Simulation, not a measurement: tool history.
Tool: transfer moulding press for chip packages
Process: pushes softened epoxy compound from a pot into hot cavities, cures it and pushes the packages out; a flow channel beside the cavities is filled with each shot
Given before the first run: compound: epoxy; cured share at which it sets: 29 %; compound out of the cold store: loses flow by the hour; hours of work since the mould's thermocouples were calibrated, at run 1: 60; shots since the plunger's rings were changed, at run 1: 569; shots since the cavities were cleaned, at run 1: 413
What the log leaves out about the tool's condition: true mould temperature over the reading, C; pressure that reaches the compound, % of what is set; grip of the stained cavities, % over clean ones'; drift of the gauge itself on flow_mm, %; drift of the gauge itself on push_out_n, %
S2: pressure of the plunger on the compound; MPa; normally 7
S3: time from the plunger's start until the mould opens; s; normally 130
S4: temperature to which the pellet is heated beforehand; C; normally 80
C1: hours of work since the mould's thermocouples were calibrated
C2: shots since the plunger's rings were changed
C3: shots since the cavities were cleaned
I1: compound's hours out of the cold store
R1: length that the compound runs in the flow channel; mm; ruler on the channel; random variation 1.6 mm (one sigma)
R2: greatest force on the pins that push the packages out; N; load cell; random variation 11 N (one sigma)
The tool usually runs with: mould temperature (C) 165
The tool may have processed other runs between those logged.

Run 1, day 0: usual settings; C1 60; C2 569; C3 413; I1 15.7. Result: R1 834 mm, R2 1022 N.
At day 0.954: cavities cleaned with cleaning compound and waxed.
Run 2, day 1.412: usual settings; C1 83; C2 903; C3 113; I1 32.3. Result: R1 739 mm, R2 699 N.
Run 3, day 3.212: usual settings; C1 114; C2 1347; C3 557; I1 23.8. Result: R1 780 mm, R2 1122 N.
At day 3.525: cavities cleaned with cleaning compound and waxed.
Run 4, day 4.267: usual settings; C1 131; C2 1593; C3 183; I1 35.4. Result: R1 719 mm, R2 757 N.
At day 6.196: cavities cleaned with cleaning compound and waxed.
Run 5, day 6.196: usual settings; C1 162; C2 2054; C3 0; I1 15.4. Result: R1 820 mm, R2 533 N.
Run 6, day 7.775: usual settings; C1 189; C2 2444; C3 390; I1 16.8. Result: R1 807 mm, R2 983 N.
At day 8.229: plunger's sealing rings changed.
At day 8.979: cavities cleaned with cleaning compound and waxed.
Run 7, day 9.512: usual settings; C1 216; C2 302; C3 132; I1 27.9. Result: R1 768 mm, R2 748 N.
Run 8, day 10.671: usual settings; C1 236; C2 588; C3 418; I1 19.6. Result: R1 810 mm, R2 1016 N.
At day 11.629: cavities cleaned with cleaning compound and waxed.
Run 9, day 12.546: usual settings; C1 266; C2 1036; C3 227; I1 20.7. Result: R1 804 mm, R2 899 N.
At day 14.3: cavities cleaned with cleaning compound and waxed.
Run 10, day 14.575: usual settings; C1 300; C2 1523; C3 69; I1 15.7. Result: R1 825 mm, R2 677 N.
At day 14.792: mould's thermocouples calibrated.
Run 11, day 16.45: usual settings; C1 28; C2 1965; C3 511; I1 45. Result: R1 671 mm, R2 1001 N.
At day 17.092: cavities cleaned with cleaning compound and waxed.
Run 12, day 18.125: usual settings but S4 84 C; C1 56; C2 2364; C3 256; I1 18.3. Result: R1 799 mm, R2 904 N.
At day 18.988: plunger's sealing rings changed.
Run 13, day 19.621: usual settings but mould temperature (C) 163, S4 84 C; C1 79; C2 157; C3 600; I1 30.9. Result: R1 756 mm, R2 1130 N.
At day 19.825: cavities cleaned with cleaning compound and waxed.
Run 14, day 21.333: usual settings but mould temperature (C) 163, S4 84 C; C1 107; C2 564; C3 373; I1 31.7. Result: R1 748 mm, R2 1036 N.
At day 22.533: cavities cleaned with cleaning compound and waxed.
Run 15, day 23.238: usual settings but S2 8.53 MPa, S3 131 s, S4 73 C; C1 139; C2 1020; C3 174; I1 46.9. Result: R1 737 mm, R2 731 N.
Run 16, day 24.462: usual settings but S4 88 C; C1 159; C2 1323; C3 477; I1 39.1. Result: R1 700 mm, R2 1037 N.
At day 25.183: cavities cleaned with cleaning compound and waxed.
Run 17, day 25.746: usual settings but S4 88 C; C1 180; C2 1624; C3 139; I1 10.2. Result: R1 851 mm, R2 771 N.
Run 18, day 27.496: usual settings but mould temperature (C) 166, S4 89 C; C1 210; C2 2057; C3 572; I1 11.5. Result: R1 836 mm, R2 1068 N.
At day 27.892: cavities cleaned with cleaning compound and waxed.
Run 19, day 29.154: usual settings but mould temperature (C) 166, S2 8.19 MPa, S4 74 C; C1 237; C2 2451; C3 311; I1 35.7. Result: R1 765 mm, R2 847 N.
At day 29.662: plunger's sealing rings changed.
Run 20, day 30.421: usual settings but mould temperature (C) 162, S3 159 s, S4 89 C; C1 257; C2 188; C3 599; I1 36.8. Result: R1 732 mm, R2 991 N.
At day 30.638: cavities cleaned with cleaning compound and waxed.
Run 21, day 32.208: usual settings but mould temperature (C) 162, S3 159 s, S4 89 C; C1 286; C2 614; C3 389; I1 20.8. Result: R1 813 mm, R2 927 N.
At day 33.154: mould's thermocouples calibrated.
At day 33.296: cavities cleaned with cleaning compound and waxed.
Run 22, day 33.467: usual settings but mould temperature (C) 172, S3 164 s; C1 4; C2 889; C3 42; I1 43.8. Result: R1 663 mm, R2 514 N.
Run 23, day 35.183: usual settings but mould temperature (C) 172, S3 164 s; C1 33; C2 1313; C3 466; I1 21.6. Result: R1 772 mm, R2 908 N.
At day 35.971: cavities cleaned with cleaning compound and waxed.
Run 24, day 37.121: usual settings but mould temperature (C) 172, S2 7.77 MPa, S3 113 s, S4 86 C; C1 65; C2 1777; C3 285; I1 15.2. Result: R1 844 mm, R2 844 N.
Run 25, day 37.925: usual settings but mould temperature (C) 162, S2 7.77 MPa, S3 113 s, S4 72 C; C1 79; C2 1976; C3 484; I1 30. Result: R1 793 mm, R2 1504 N.
At day 38.558: cavities cleaned with cleaning compound and waxed.
Run 26, day 38.983: usual settings but mould temperature (C) 162, S2 7.77 MPa, S3 113 s, S4 72 C; C1 96; C2 2222; C3 105; I1 10.1. Result: R1 910 mm, R2 1120 N.

Table of differences, measured result less the result of that run with no hidden state. Run-to-run variation is the same in both. Gauge scatter possibly is not:
run   R1    R2
  1   -6  +509
  2   -8  +198
  3  -12  +585
  4  -14  +268
  5  -19   +15
  6  -23  +470
  7   -2  +236
  8   -6  +496
  9   -9  +371
 10  -14  +156
 11  -16  +515
 12  -22  +383
 13   -3  +591
 14   -8  +495
 15  -10  +247
 16  -13  +523
 17  -19  +229
 18  -22  +563
 19  -24  +375
 20   -2  +521
 21   -5  +452
 22   -7   +77
 23  -12  +451
 24  -18  +363
 25  -18  +764
 26  -23  +314
